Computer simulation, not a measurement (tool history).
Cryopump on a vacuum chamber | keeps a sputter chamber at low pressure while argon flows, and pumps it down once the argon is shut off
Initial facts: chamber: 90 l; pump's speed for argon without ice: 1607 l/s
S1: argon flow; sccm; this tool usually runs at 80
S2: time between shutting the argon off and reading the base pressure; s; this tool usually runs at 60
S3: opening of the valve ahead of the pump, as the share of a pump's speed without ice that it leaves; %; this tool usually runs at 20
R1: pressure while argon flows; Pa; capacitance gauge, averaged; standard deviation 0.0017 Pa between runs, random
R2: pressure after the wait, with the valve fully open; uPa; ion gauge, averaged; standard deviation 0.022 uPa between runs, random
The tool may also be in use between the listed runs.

run,hour,S1,S2,S3,R1,R2
1,0.0,80,60,20,0.4266,0.86
2,62.2,101,60,20,0.5336,0.90
3,132.4,101,60,20,0.5379,0.90
4,218.1,101,60,20,0.5433,0.93
5,291.9,80,60,20,0.4325,0.91
6,355.8,80,60,20,0.4317,0.95
# hour 382.7: pump warmed up, emptied and cooled again
7,444.2,80,60,20,0.4242,0.94
8,498.9,80,60,20,0.4247,0.92
9,564.3,80,60,20,0.4253,0.90
10,637.1,80,60,20,0.4235,0.91
11,680.3,80,77,20,0.4243,0.88
12,753.0,80,60,20,0.4279,1.00
13,820.9,43,60,20,0.2304,0.99
14,889.8,43,60,20,0.2313,1.01
15,935.7,39,113,18,0.2333,0.83
16,988.5,33,38,42,0.0887,1.19
17,1028.6,77,38,26,0.3235,1.23
18,1068.7,80,22,20,0.4368,1.71
# hour 1126.8: pump warmed up, emptied and cooled again
19,1140.9,137,276,19,0.7602,0.68
20,1185.1,135,111,46,0.3107,0.84
21,1222.0,135,111,46,0.3139,0.83
22,1269.9,113,60,20,0.5993,0.95
23,1343.7,80,180,20,0.4260,0.77
24,1387.6,80,180,20,0.4302,0.77
25,1445.7,80,180,20,0.4282,0.80
26,1534.8,40,23,18,0.2377,1.66
27,1600.8,40,23,18,0.2378,1.61
28,1642.3,38,109,39,0.1069,0.91

Predict each of these 4 candidate next runs independently; none follows another, all start after run 28:
A,1692.8,46,51,41,?,?
B,1692.8,38,46,45,?,?
C,1692.8,146,79,49,?,?
D,1692.8,81,109,20,?,?

run,R1,R2
A,0.1241,1.13
B,0.0938,1.18
C,0.3328,0.95
D,0.4360,0.93
With the hidden condition removed and each run's random variation left untouched, the same runs would have given:
run,R1,R2
A,0.1179,0.61
B,0.0888,0.64
C,0.3133,0.43
D,0.4252,0.39
